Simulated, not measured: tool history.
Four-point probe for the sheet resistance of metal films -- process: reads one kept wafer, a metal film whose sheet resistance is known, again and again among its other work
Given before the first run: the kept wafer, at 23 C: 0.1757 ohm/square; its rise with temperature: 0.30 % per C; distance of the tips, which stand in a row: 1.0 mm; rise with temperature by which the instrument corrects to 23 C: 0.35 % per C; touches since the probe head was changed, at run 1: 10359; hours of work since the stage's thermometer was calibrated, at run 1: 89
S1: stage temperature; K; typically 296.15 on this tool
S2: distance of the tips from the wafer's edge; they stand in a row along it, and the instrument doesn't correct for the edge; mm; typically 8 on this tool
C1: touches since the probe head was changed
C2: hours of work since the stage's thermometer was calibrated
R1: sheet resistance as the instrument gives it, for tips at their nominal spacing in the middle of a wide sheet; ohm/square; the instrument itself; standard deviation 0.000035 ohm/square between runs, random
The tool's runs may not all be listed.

run,hour,S1,S2,C1,C2,R1
1,0,296.15,8,10359,89,0.178142
2,13.6,296.15,8,10773,97,0.178172
3,38.6,296.15,8,11534,113,0.178143
4,53.3,296.15,8,11981,122,0.178143
5,77.7,296.15,3,12723,136,0.186552
6,99.9,296.15,8,13399,150,0.178186
7,113.8,296.15,8,13820,158,0.178074
8,141,296.15,8,14649,175,0.178139
9,172.4,296.15,8,15605,194,0.178121
10,199.1,296.15,8,16416,210,0.178123
11,223.4,296.15,8,17155,225,0.178133
12,254.5,296.15,8,18103,244,0.17809
13,278.1,296.15,8,18819,258,0.178076
14,293.1,300.15,8,19276,267,0.177672
15,321.4,300.15,8,20137,284,0.177731
16,334.6,300.15,8,20539,292,0.177745
17,364.3,299.15,8,21444,310,0.177851
18,394.5,299.15,8,22360,328,0.17782
19,414.4,299.15,8,22966,341,0.177725
20,432.5,299.15,8,23517,351,0.177763
21,455.2,296.15,36,24208,365,0.17668
22,477.7,296.15,8,24894,379,0.17804
23,505.1,308.15,8,25726,396,0.176963
24,521.8,308.15,8,26234,406,0.176942
25,540.6,294.15,23,26807,417,0.176959
26,562.6,302.15,6,27475,430,0.178556
27,591.6,302.15,6,28358,448,0.178577
28,615.9,306.15,20,29099,463,0.175831
29,637.7,306.15,20,29762,476,0.17582
# hour 640: stage's thermometer calibrated
30,661.4,298.15,20,30467,13,0.176629
31,679.3,306.15,5,31011,24,0.179298
32,701.4,293.15,6,31683,37,0.179351
33,732.4,297.15,6,32626,56,0.179011
34,763,294.15,27,33557,75,0.1768
35,786.9,293.15,9,34285,89,0.177926
# hour 799.8: stage's thermometer calibrated, once more
36,809.2,292.15,11,34950,6,0.177546
37,837,302.15,7,35794,23,0.17782
38,855.6,295.15,15,36360,34,0.176925
39,877.4,292.15,7,37024,47,0.17872
40,904,292.15,7,37832,63,0.178732
41,918.7,297.15,7,38280,72,0.178265
42,935,304.15,45,38777,82,0.175783
43,953.3,304.15,45,39332,93,0.175725
44,980.5,303.15,39,40162,110,0.175922
45,1006,297.15,39,40938,125,0.176425
46,1020.1,293.15,19,41365,134,0.176919

Predict each of these 3 candidate next runs independently; none follows another, all start after run 46:
A,1041.6,301.15,19,42019,147,?
B,1041.6,293.15,23,42019,147,?
C,1041.6,293.15,13,42019,147,?

run,R1
A,0.176185
B,0.176893
C,0.177205
The same runs, with their run-to-run variation unchanged, on a tool lacking any hidden condition would have given:
run,R1
A,0.175494
B,0.176199
C,0.176509
